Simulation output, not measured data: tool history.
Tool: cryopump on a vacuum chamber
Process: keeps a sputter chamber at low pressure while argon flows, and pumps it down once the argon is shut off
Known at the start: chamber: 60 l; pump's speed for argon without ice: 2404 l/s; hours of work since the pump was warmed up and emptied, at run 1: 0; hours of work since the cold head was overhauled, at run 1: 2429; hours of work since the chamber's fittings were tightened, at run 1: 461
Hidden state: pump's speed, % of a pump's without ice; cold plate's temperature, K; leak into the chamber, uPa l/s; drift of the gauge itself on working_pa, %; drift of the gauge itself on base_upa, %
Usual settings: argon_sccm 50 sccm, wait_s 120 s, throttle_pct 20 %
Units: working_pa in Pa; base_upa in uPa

run,hour,argon_sccm,wait_s,throttle_pct,hours of work since the pump was warmed up and emptied,hours of work since the cold head was overhauled,hours of work since the chamber's fittings were tightened,working_pa,base_upa
1,0.0,50,120,20,0,2429,461,0.1770,0.61
2,56.8,50,120,20,43,2472,504,0.1768,0.64
3,137.5,62,120,20,103,2533,564,0.2206,0.64
4,181.3,62,120,20,136,2566,597,0.2219,0.60
5,241.5,73,120,20,182,2611,643,0.2613,0.64
6,305.7,73,120,20,230,2659,691,0.2625,0.65
7,380.2,73,120,20,286,2715,747,0.2633,0.66
8,463.8,50,120,20,349,2778,810,0.1821,0.67
9,515.2,50,120,20,387,2817,848,0.1821,0.66
10,551.3,50,120,20,414,2844,875,0.1830,0.67
11,609.9,50,120,37,458,2888,919,0.1022,0.69
12,666.0,37,120,20,501,2930,962,0.1371,0.68
13,715.7,61,258,48,538,2967,999,0.1000,0.45
14,793.2,85,258,36,596,3025,1057,0.1820,0.43
15,859.0,50,58,25,646,3075,1107,0.1511,1.15
16,913.1,87,49,20,686,3116,1147,0.3236,1.33
17,952.5,50,120,23,716,3145,1177,0.1647,0.69
18,1003.4,50,96,24,754,3183,1215,0.1572,0.83
19,1068.8,78,154,37,803,3233,1264,0.1681,0.63
20,1143.7,68,154,56,859,3289,1321,0.1057,0.66
21,1193.2,21,33,42,897,3326,1358,0.0417,1.84
22,1232.8,50,42,20,926,3356,1388,0.1911,1.57

5 ways to go on from here, each from the tool as it stands after run 22. What would each give?
A,1275.6,50,120,21,959,3388,1420,?,?
B,1275.6,76,199,39,959,3388,1420,?,?
C,1275.6,32,42,45,959,3388,1420,?,?
D,1275.6,30,42,53,959,3388,1420,?,?
E,1275.6,50,31,48,959,3388,1420,?,?

run,working_pa,base_upa
A,0.1836,0.77
B,0.1603,0.57
C,0.0602,1.55
D,0.0498,1.59
E,0.0884,1.96
Without the tool's hidden state the same runs would have given:
run,working_pa,base_upa
A,0.1676,0.58
B,0.1362,0.38
C,0.0500,1.37
D,0.0402,1.40
E,0.0724,1.77

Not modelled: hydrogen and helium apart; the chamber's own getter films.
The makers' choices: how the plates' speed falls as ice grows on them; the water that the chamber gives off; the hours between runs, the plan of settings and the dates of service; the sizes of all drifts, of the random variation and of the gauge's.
